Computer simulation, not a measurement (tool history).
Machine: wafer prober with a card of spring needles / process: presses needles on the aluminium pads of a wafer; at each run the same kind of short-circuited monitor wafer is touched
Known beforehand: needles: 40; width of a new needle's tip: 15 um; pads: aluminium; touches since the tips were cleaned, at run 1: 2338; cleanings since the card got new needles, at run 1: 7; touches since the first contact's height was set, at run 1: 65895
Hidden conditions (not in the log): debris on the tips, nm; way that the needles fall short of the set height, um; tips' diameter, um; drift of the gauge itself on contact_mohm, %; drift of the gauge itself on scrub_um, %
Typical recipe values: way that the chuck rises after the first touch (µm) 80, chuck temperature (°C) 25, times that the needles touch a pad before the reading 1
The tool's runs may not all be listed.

run	hour	way that the chuck rises after the first touch (µm)	chuck temperature (°C)	times that the needles touch a pad before the reading	touches since the tips were cleaned	cleanings since the card got new needles	touches since the first contact's height was set	resistance of one needle with its contact and lead (mohm)	way that a needle slides on the pad (µm)
1	0.0	80	25	1	2338	7	65895	230	18.22
2	9.0	80	25	1	7384	7	70941	230	18.12
# hour 11.0: tips cleaned on abrasive film
3	17.4	80	25	1	3598	8	75631	237	18.12
# hour 26.0: tips cleaned on abrasive film
4	26.0	70	25	1	0	9	80414	233	15.82
5	31.0	71	25	1	2813	9	83227	232	16.02
6	36.3	71	25	1	5749	9	86163	232	16.05
# hour 40.7: tips cleaned on abrasive film
7	42.0	91	25	1	744	10	89342	233	20.64
8	48.5	91	25	1	4380	10	92978	229	20.48
# hour 56.3: tips cleaned on abrasive film
9	56.5	91	25	1	140	11	97447	231	20.52
10	61.7	91	113	1	3047	11	100354	252	20.48
# hour 71.3: tips cleaned on abrasive film
11	72.8	91	113	1	815	12	106509	253	20.54
12	80.3	91	113	1	5053	12	110747	250	20.48
13	85.4	67	25	1	7922	12	113616	235	15.13
# hour 86.1: tips cleaned on abrasive film
14	94.0	67	25	1	4430	13	118363	234	15.03
# hour 100.8: tips cleaned on abrasive film
15	101.2	67	25	1	220	14	122368	234	15.01
16	111.2	67	25	1	5827	14	127975	232	15.02
# hour 115.7: tips cleaned on abrasive film
17	116.5	99	120	1	488	15	130948	249	22.25
18	125.9	85	114	1	5729	15	136189	258	19.11
# hour 130.9: tips cleaned on abrasive film
19	133.1	63	25	3	1250	16	140181	235	14.01
20	138.6	63	81	2	4367	16	143298	252	14.14
# hour 146.0: tips cleaned on abrasive film
21	147.4	63	81	2	805	17	148181	252	14.06
22	154.8	85	81	2	4942	17	152318	247	19.01
23	160.3	80	78	2	8023	17	155399	246	17.71
# hour 160.9: tips cleaned on abrasive film
24	171.4	95	56	2	5952	18	161635	236	21.23
# hour 176.2: tips cleaned on abrasive film
25	177.6	67	25	2	803	19	165038	234	14.93
26	186.0	67	25	2	5540	19	169775	234	14.89

Forecast each of these 3 alternatives for the next run:
# hour 186.5: gauge calibrated
# hour 191.0: tips cleaned on abrasive film
A	196.5	80	26	1	3116	20	175631	?	?
# hour 186.5: gauge calibrated
# hour 191.0: tips cleaned on abrasive film
B	196.5	89	25	2	3116	20	175631	?	?
# hour 186.5: gauge calibrated
# hour 191.0: tips cleaned on abrasive film
C	196.5	95	49	1	3116	20	175631	?	?

run	resistance of one needle with its contact and lead (mohm)	way that a needle slides on the pad (µm)
A	235	18.20
B	235	20.18
C	240	21.49
What these runs would have given with no unlogged condition in the tool:
run	resistance of one needle with its contact and lead (mohm)	way that a needle slides on the pad (µm)
A	235	18.24
B	235	20.22
C	240	21.53
